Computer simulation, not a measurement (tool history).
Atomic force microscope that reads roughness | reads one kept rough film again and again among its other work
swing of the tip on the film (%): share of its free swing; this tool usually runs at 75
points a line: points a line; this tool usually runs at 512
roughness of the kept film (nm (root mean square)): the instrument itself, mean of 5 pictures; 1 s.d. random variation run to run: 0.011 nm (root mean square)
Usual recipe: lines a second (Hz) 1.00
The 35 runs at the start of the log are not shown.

| run | hour | lines a second (Hz) | swing of the tip on the film (%) | points a line | pictures with this tip | hours of work since the height scale was calibrated | roughness of the kept film (nm (root mean square)) |
|---|---|---|---|---|---|---|---|
| 36 | 613.0 | 3.36 | 75 | 784 | 93 | 1114 | 2.254 |
| 37 | 633.4 | 3.36 | 75 | 784 | 132 | 1128 | 2.220 |
| 38 | 654.7 | 3.20 | 74 | 361 | 172 | 1142 | 2.225 |
|  | 658.3 | new tip fitted |
| 39 | 680.3 | 1.27 | 61 | 554 | 42 | 1159 | 2.618 |
| 40 | 704.2 | 1.10 | 70 | 1003 | 87 | 1176 | 2.546 |
| 41 | 721.2 | 1.10 | 70 | 1003 | 119 | 1187 | 2.509 |
| 42 | 742.4 | 2.60 | 79 | 627 | 160 | 1202 | 2.206 |
|  | 752.7 | new tip fitted |
| 43 | 758.2 | 2.60 | 74 | 365 | 11 | 1212 | 2.415 |
| 44 | 776.4 | 2.31 | 62 | 473 | 45 | 1225 | 2.536 |
| 45 | 798.6 | 1.27 | 89 | 644 | 87 | 1240 | 2.330 |
| 46 | 818.6 | 1.00 | 60 | 375 | 125 | 1254 | 2.533 |
| 47 | 840.0 | 1.17 | 88 | 909 | 166 | 1268 | 2.302 |
|  | 846.2 | new tip fitted |
| 48 | 862.1 | 1.17 | 88 | 909 | 30 | 1283 | 2.445 |
| 49 | 884.2 | 2.24 | 79 | 294 | 72 | 1298 | 2.308 |
| 50 | 906.8 | 3.38 | 89 | 1001 | 115 | 1314 | 1.933 |
| 51 | 927.2 | 0.61 | 84 | 801 | 153 | 1327 | 2.452 |
|  | 940.3 | new tip fitted |
| 52 | 941.9 | 3.70 | 88 | 801 | 3 | 1337 | 2.003 |

4 ways to go on from here, each from the tool as it stands after run 52. What would each give?
| A | 963.1 | 0.88 | 63 | 497 | 43 | 1352 | ? |
| B | 963.1 | 3.70 | 88 | 649 | 43 | 1352 | ? |
| C | 963.1 | 1.88 | 69 | 504 | 43 | 1352 | ? |
| D | 963.1 | 3.80 | 59 | 512 | 43 | 1352 | ? |

| run | roughness of the kept film (nm (root mean square)) |
|---|---|
| A | 2.645 |
| B | 1.962 |
| C | 2.511 |
| D | 2.511 |
Without the tool's unlogged condition, the same runs would have read:
| run | roughness of the kept film (nm (root mean square)) |
|---|---|
| A | 2.740 |
| B | 2.032 |
| C | 2.601 |
| D | 2.601 |

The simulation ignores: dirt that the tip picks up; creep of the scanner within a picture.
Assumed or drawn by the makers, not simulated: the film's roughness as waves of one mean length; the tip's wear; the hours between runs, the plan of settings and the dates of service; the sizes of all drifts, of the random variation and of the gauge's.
